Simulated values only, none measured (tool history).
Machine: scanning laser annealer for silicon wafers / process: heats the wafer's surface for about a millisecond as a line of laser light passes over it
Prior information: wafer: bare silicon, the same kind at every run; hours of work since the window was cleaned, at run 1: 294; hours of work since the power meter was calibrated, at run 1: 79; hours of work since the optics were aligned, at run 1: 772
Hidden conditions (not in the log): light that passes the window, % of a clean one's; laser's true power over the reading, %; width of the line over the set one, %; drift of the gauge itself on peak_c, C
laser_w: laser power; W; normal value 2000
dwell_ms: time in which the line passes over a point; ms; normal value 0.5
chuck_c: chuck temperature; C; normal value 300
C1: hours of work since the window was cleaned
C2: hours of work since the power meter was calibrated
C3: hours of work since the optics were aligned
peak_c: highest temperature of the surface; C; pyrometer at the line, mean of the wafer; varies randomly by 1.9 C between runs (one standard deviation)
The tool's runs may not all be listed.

Run 1, hour 0: usual settings; C1 294; C2 79; C3 772. Result: peak_c 1064 C.
Run 2, hour 30.2: usual settings; C1 308; C2 93; C3 787. Result: peak_c 1066 C.
Run 3, hour 53.5: usual settings but laser_w 2119 W; C1 320; C2 105; C3 798. Result: peak_c 1104 C.
At hour 68.3: optics aligned, line set to its width.
Run 4, hour 89.4: usual settings but laser_w 2119 W; C1 334; C2 120; C3 10. Result: peak_c 1119 C.
Run 5, hour 120.6: usual settings but chuck_c 315 C; C1 349; C2 135; C3 25. Result: peak_c 1089 C.
Run 6, hour 147.8: usual settings but laser_w 2118 W, dwell_ms 0.398 ms, chuck_c 276 C; C1 363; C2 148; C3 38. Result: peak_c 998 C.
Run 7, hour 165.9: usual settings but chuck_c 276 C; C1 371; C2 156; C3 47. Result: peak_c 1047 C.
Run 8, hour 191.2: usual settings but laser_w 1713 W, chuck_c 288 C; C1 384; C2 169; C3 59. Result: peak_c 950 C.
Run 9, hour 218.3: usual settings but laser_w 2110 W, dwell_ms 0.498 ms, chuck_c 302 C; C1 397; C2 182; C3 72. Result: peak_c 1109 C.
Run 10, hour 237.9: usual settings but laser_w 2109 W, dwell_ms 0.385 ms, chuck_c 268 C; C1 406; C2 191; C3 82. Result: peak_c 966 C.

Each row is a separate what-if for the run after 10, all from the same tool condition, not one after another. Results?
Run A, hour 263.7: usual settings but dwell_ms 0.404 ms; C1 419; C2 204; C3 94. Result: peak_c ?.
Run B, hour 263.7: usual settings but laser_w 1916 W, dwell_ms 0.364 ms; C1 419; C2 204; C3 94. Result: peak_c ?.
Run C, hour 263.7: usual settings but laser_w 1703 W, dwell_ms 0.595 ms, chuck_c 287 C; C1 419; C2 204; C3 94. Result: peak_c ?.

run  peak_c
  A     984
  B     918
  C    1006
Without the tool's hidden state the same runs would have given:
run  peak_c
  A    1014
  B     945
  C    1037
